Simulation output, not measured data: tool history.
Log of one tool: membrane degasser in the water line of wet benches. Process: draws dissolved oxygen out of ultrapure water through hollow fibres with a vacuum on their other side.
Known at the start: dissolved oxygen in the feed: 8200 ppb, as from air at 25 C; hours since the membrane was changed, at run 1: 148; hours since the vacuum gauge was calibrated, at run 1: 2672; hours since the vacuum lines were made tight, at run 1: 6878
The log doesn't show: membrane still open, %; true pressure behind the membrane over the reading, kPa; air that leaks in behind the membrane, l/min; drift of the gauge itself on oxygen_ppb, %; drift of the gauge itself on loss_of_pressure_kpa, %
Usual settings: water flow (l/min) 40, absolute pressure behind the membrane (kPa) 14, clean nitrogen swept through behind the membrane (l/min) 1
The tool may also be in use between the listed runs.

run,hour,water flow (l/min),absolute pressure behind the membrane (kPa),clean nitrogen swept through behind the membrane (l/min),hours since the membrane was changed,hours since the vacuum gauge was calibrated,hours since the vacuum lines were made tight,dissolved oxygen in the water behind the degasser (ppb),pressure that the water loses in the fibres (kPa)
1,0,40,14,1,148,2672,6878,800,50.07
2,185.2,40,14,2.67,333,2857,7063,358.9,49.75
3,280.7,40,24.4,1,429,2952,7158,1454.1,49.65
# hour 329.4: seals of the vacuum lines changed
4,448.1,40,24.4,1,594,3118,119,1452.3,49.67
5,555.9,40,24.4,1,702,3226,227,1453.7,49.85
6,747.5,40,14,1,894,3417,418,799.3,50.13
7,838.2,40,14,1,984,3508,509,799.3,50.18
8,1048.2,40,14,1,1194,3718,719,799,50.05
9,1237.4,40,14,1,1384,3907,908,799.4,50.16
10,1411.7,40,14,1,1558,4081,1082,799.3,50.14
11,1537.9,40,14,1,1684,4208,1209,798.6,49.91
12,1644.2,40,14,0.45,1790,4314,1315,1369.9,50.02
13,1854.2,40,14,0.45,2000,4524,1525,1371.2,49.87
# hour 1869.1: vacuum gauge calibrated
14,2064,40,14,0.45,2210,195,1734,1370.1,49.84
15,2205.5,40,27.3,1,2351,336,1876,1616.4,50.21
16,2410,40,14,1,2556,541,2080,798.7,49.78
17,2604.9,40,33.7,0.42,2751,736,2275,3237,50.15
18,2760.9,33,14,0.71,2907,892,2431,890.5,41.11
19,2851,41,14,0.61,2997,982,2521,1150.4,51.22
20,2998.8,38,14,1.16,3144,1130,2669,686.5,47.41
21,3132.3,40,30.4,1,3278,1263,2802,1788.3,50.04
22,3277,40,30.4,1,3423,1408,2947,1786.9,49.63
23,3396.2,32,10.8,2.42,3542,1527,3066,227.7,40.04
24,3595.1,32,10.8,2.42,3741,1726,3265,227.8,39.98
25,3693.8,47,23.6,2.5,3840,1825,3364,790.8,58.92
26,3866.1,50,14,1.24,4012,1997,3536,811.1,61.97
27,4050.5,44,14,1.19,4196,2181,3721,755.9,54.87
28,4160,44,14,1.19,4306,2291,3830,755.2,54.48
29,4361.2,30,19.1,1.49,4507,2492,4031,663.1,37.86
30,4529.3,26,19.1,0.72,4675,2660,4199,1048.6,32.95
31,4632.1,41,24.1,0.55,4778,2763,4302,2144.5,51.19

Forecast each of these 5 alternatives for the next run:
A,4759.2,34,20,1.77,4905,2890,4429,?,?
B,4759.2,58,14,0.81,4905,2890,4429,?,?
C,4759.2,57,24.1,1.31,4905,2890,4429,?,?
D,4759.2,63,8.9,1.44,4905,2890,4429,?,?
E,4759.2,29,11,1.64,4905,2890,4429,?,?

run,dissolved oxygen in the water behind the degasser (ppb),pressure that the water loses in the fibres (kPa)
A,670.7,42.7
B,1211.6,72.4
C,1531.1,71.02
D,493.7,78.77
E,301.7,36.29
Without the tool's hidden state the same runs would have given:
run,dissolved oxygen in the water behind the degasser (ppb),pressure that the water loses in the fibres (kPa)
A,670.6,42.68
B,1211.6,72.37
C,1531.1,71
D,493.7,78.74
E,301.7,36.28
